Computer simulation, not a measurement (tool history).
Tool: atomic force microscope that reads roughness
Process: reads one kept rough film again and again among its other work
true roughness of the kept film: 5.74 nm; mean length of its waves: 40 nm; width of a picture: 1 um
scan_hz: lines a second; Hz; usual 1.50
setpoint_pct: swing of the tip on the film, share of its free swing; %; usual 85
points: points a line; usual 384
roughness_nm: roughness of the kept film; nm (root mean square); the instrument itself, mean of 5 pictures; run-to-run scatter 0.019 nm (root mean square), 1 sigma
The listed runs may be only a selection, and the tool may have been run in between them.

{"run": 1, "day": 0.0, "scan_hz": 1.5, "setpoint_pct": 85, "points": 384, "roughness_nm": 4.1}
{"run": 2, "day": 0.7, "scan_hz": 1.5, "setpoint_pct": 85, "points": 384, "roughness_nm": 4.066}
{"run": 3, "day": 1.975, "scan_hz": 1.5, "setpoint_pct": 85, "points": 294, "roughness_nm": 3.971}
{"day": 2.446, "done": "new tip fitted"}
{"run": 4, "day": 3.638, "scan_hz": 1.5, "setpoint_pct": 85, "points": 294, "roughness_nm": 4.513}
{"run": 5, "day": 4.988, "scan_hz": 1.5, "setpoint_pct": 85, "points": 384, "roughness_nm": 4.389}
{"run": 6, "day": 5.717, "scan_hz": 1.5, "setpoint_pct": 85, "points": 384, "roughness_nm": 4.376}
{"run": 7, "day": 7.054, "scan_hz": 1.5, "setpoint_pct": 85, "points": 384, "roughness_nm": 4.265}
{"run": 8, "day": 8.617, "scan_hz": 1.5, "setpoint_pct": 85, "points": 384, "roughness_nm": 4.131}
{"run": 9, "day": 9.725, "scan_hz": 1.5, "setpoint_pct": 85, "points": 384, "roughness_nm": 4.089}
{"run": 10, "day": 10.683, "scan_hz": 1.5, "setpoint_pct": 85, "points": 384, "roughness_nm": 4.037}
{"day": 11.446, "done": "new tip fitted"}
{"run": 11, "day": 11.992, "scan_hz": 3.3, "setpoint_pct": 85, "points": 384, "roughness_nm": 4.224}
{"run": 12, "day": 13.638, "scan_hz": 3.3, "setpoint_pct": 85, "points": 805, "roughness_nm": 4.136}
{"run": 13, "day": 15.258, "scan_hz": 3.3, "setpoint_pct": 85, "points": 805, "roughness_nm": 4.013}
{"run": 14, "day": 16.592, "scan_hz": 1.5, "setpoint_pct": 65, "points": 525, "roughness_nm": 4.553}
{"run": 15, "day": 17.296, "scan_hz": 1.5, "setpoint_pct": 65, "points": 525, "roughness_nm": 4.464}
{"run": 16, "day": 18.025, "scan_hz": 1.5, "setpoint_pct": 65, "points": 525, "roughness_nm": 4.415}
{"run": 17, "day": 18.875, "scan_hz": 1.5, "setpoint_pct": 76, "points": 384, "roughness_nm": 4.262}
{"run": 18, "day": 20.062, "scan_hz": 1.5, "setpoint_pct": 64, "points": 355, "roughness_nm": 4.256}
{"day": 20.229, "done": "height scale calibrated on a step standard"}
{"day": 20.512, "done": "new tip fitted"}
{"run": 19, "day": 21.442, "scan_hz": 3.94, "setpoint_pct": 61, "points": 384, "roughness_nm": 4.664}
{"run": 20, "day": 22.621, "scan_hz": 1.77, "setpoint_pct": 67, "points": 300, "roughness_nm": 4.6}
{"run": 21, "day": 24.221, "scan_hz": 1.34, "setpoint_pct": 65, "points": 777, "roughness_nm": 4.608}
{"run": 22, "day": 25.45, "scan_hz": 1.5, "setpoint_pct": 85, "points": 384, "roughness_nm": 4.271}
{"run": 23, "day": 26.2, "scan_hz": 1.5, "setpoint_pct": 85, "points": 384, "roughness_nm": 4.195}
{"run": 24, "day": 27.808, "scan_hz": 1.31, "setpoint_pct": 58, "points": 384, "roughness_nm": 4.359}
{"day": 28.483, "done": "height scale calibrated on a step standard, once more"}
{"run": 25, "day": 29.471, "scan_hz": 0.62, "setpoint_pct": 59, "points": 437, "roughness_nm": 4.228}

Alternative continuations, all from the tool just after run 25; predict every row:
{"day": 29.629, "done": "new tip fitted"}
{"run": "A", "day": 30.754, "scan_hz": 2.14, "setpoint_pct": 80, "points": 437, "roughness_nm": "?"}
{"day": 29.629, "done": "new tip fitted"}
{"run": "B", "day": 30.754, "scan_hz": 1.5, "setpoint_pct": 57, "points": 384, "roughness_nm": "?"}
{"day": 29.629, "done": "new tip fitted"}
{"run": "C", "day": 30.754, "scan_hz": 1.5, "setpoint_pct": 58, "points": 384, "roughness_nm": "?"}
{"day": 29.629, "done": "new tip fitted"}
{"run": "D", "day": 30.754, "scan_hz": 1.5, "setpoint_pct": 85, "points": 360, "roughness_nm": "?"}
{"day": 29.629, "done": "new tip fitted"}
{"run": "E", "day": 30.754, "scan_hz": 1.82, "setpoint_pct": 56, "points": 509, "roughness_nm": "?"}

run=A roughness_nm=4.503
run=B roughness_nm=4.831
run=C roughness_nm=4.776
run=D roughness_nm=4.494
run=E roughness_nm=4.807
The same runs, with their run-to-run variation unchanged, on a tool lacking any hidden condition would have given:
run=A roughness_nm=4.610
run=B roughness_nm=4.946
run=C roughness_nm=4.890
run=D roughness_nm=4.601
run=E roughness_nm=4.921

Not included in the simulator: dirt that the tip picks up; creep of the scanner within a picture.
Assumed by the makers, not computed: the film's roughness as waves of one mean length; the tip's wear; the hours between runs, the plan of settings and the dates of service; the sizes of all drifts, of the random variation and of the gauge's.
